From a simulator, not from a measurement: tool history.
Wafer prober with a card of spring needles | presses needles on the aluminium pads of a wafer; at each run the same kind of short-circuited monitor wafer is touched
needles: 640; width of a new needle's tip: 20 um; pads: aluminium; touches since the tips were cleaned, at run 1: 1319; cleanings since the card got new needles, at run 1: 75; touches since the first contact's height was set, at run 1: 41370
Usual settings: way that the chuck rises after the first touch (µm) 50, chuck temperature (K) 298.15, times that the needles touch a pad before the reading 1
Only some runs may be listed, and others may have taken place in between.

run,hour,way that the chuck rises after the first touch (µm),chuck temperature (K),times that the needles touch a pad before the reading,touches since the tips were cleaned,cleanings since the card got new needles,touches since the first contact's height was set,resistance of one needle with its contact and lead (mohm),way that a needle slides on the pad (µm)
1,0.0,50,298.15,1,1319,75,41370,654,7.93
# hour 2.3: tips cleaned on abrasive film
# hour 9.8: tips cleaned on abrasive film
2,13.5,50,298.15,1,1190,77,45573,637,7.90
# hour 16.3: tips cleaned on abrasive film
# hour 23.0: tips cleaned on abrasive film
3,23.0,50,298.15,1,0,79,48482,353,7.89
# hour 30.0: tips cleaned on abrasive film
# hour 36.6: tips cleaned on abrasive film
4,37.6,50,298.15,1,339,81,53042,417,7.88
# hour 44.1: tips cleaned on abrasive film
5,45.4,50,298.15,2,430,82,55472,399,7.87
# hour 51.5: tips cleaned on abrasive film
# hour 59.0: tips cleaned on abrasive film
6,60.7,50,298.15,2,527,84,60219,439,7.84
# hour 66.1: tips cleaned on abrasive film
# hour 66.4: height of the first contact set anew
# hour 73.0: tips cleaned on abrasive film
7,76.2,50,298.15,2,1010,86,3065,486,8.07
# hour 80.1: tips cleaned on abrasive film
# hour 86.7: tips cleaned on abrasive film
8,86.7,47,298.15,1,0,88,6325,337,7.57
# hour 93.1: tips cleaned on abrasive film
# hour 100.1: tips cleaned on abrasive film
9,100.1,47,298.15,1,21,90,10491,366,7.58
# hour 107.1: tips cleaned on abrasive film
10,107.9,47,298.15,1,241,91,12891,465,7.56
# hour 113.5: tips cleaned on abrasive film
# hour 120.4: tips cleaned on abrasive film
11,120.5,47,298.15,1,39,93,16814,353,7.51
# hour 126.9: tips cleaned on abrasive film
# hour 133.9: tips cleaned on abrasive film
12,134.9,50,298.15,1,316,95,21276,429,8.01
# hour 140.9: tips cleaned on abrasive film
# hour 147.8: tips cleaned on abrasive film
13,148.0,50,298.15,1,59,97,25344,367,7.96
# hour 154.4: tips cleaned on abrasive film
14,156.9,50,298.15,1,794,98,28128,565,7.96
# hour 160.9: tips cleaned on abrasive film
# hour 167.3: tips cleaned on abrasive film
15,171.3,50,298.15,1,1264,100,32595,641,7.95
# hour 173.8: tips cleaned on abrasive film
# hour 181.0: tips cleaned on abrasive film
16,186.8,50,298.15,1,1846,102,37443,730,7.90
# hour 188.1: tips cleaned on abrasive film
# hour 195.0: tips cleaned on abrasive film
17,201.1,67,298.15,2,1929,104,41881,455,10.67
# hour 202.6: tips cleaned on abrasive film
# hour 209.0: tips cleaned on abrasive film
18,212.0,55,299.15,1,926,106,45237,558,8.72
# hour 215.8: tips cleaned on abrasive film
19,221.0,54,385.15,2,1638,107,48054,532,8.56
# hour 222.4: tips cleaned on abrasive film
20,228.3,54,390.15,2,1865,108,50330,559,8.54
# hour 229.5: tips cleaned on abrasive film
21,235.2,54,390.15,2,1807,109,52469,544,8.54
# hour 236.1: tips cleaned on abrasive film
# hour 242.9: tips cleaned on abrasive film
# hour 249.4: tips cleaned on abrasive film
22,249.4,54,342.15,2,0,112,56840,356,8.51
# hour 255.8: tips cleaned on abrasive film
23,260.5,54,342.15,2,1480,113,60310,529,8.46
# hour 262.7: tips cleaned on abrasive film
# hour 266.2: height of the first contact set anew
# hour 270.5: tips cleaned on abrasive film
24,276.4,54,342.15,2,1869,115,3203,542,8.71
# hour 277.3: tips cleaned on abrasive film
# hour 284.4: tips cleaned on abrasive film
# hour 291.7: tips cleaned on abrasive film
25,291.7,54,342.15,2,0,118,7915,357,8.70
# hour 298.5: tips cleaned on abrasive film
26,299.2,54,342.15,2,192,119,10246,371,8.64
# hour 305.3: tips cleaned on abrasive film
27,306.5,54,342.15,2,369,120,12520,393,8.64
# hour 312.6: tips cleaned on abrasive film
# hour 319.4: tips cleaned on abrasive film
28,321.4,59,306.15,3,624,122,17153,367,9.46
# hour 326.6: tips cleaned on abrasive film
29,331.9,46,314.15,2,1678,123,20450,645,7.36
# hour 333.3: tips cleaned on abrasive film
# hour 340.9: tips cleaned on abrasive film
30,346.7,36,321.15,2,1803,125,25032,860,5.72

Alternative continuations, all from the tool just after run 30; predict every row:
# hour 347.6: tips cleaned on abrasive film
# hour 354.8: tips cleaned on abrasive film
A,358.5,50,322.15,2,1155,127,28690,?,?
# hour 347.6: tips cleaned on abrasive film
# hour 354.8: tips cleaned on abrasive film
B,358.5,32,321.15,1,1155,127,28690,?,?
# hour 347.6: tips cleaned on abrasive film
# hour 354.8: tips cleaned on abrasive film
C,358.5,50,304.15,2,1155,127,28690,?,?
# hour 347.6: tips cleaned on abrasive film
# hour 354.8: tips cleaned on abrasive film
D,358.5,66,328.15,2,1155,127,28690,?,?

run,resistance of one needle with its contact and lead (mohm),way that a needle slides on the pad (µm)
A,516,7.97
B,1102,5.05
C,507,7.97
D,422,10.54
Without the tool's hidden state the same runs would have given:
run,resistance of one needle with its contact and lead (mohm),way that a needle slides on the pad (µm)
A,323,8.07
B,349,5.15
C,311,8.08
D,310,10.65
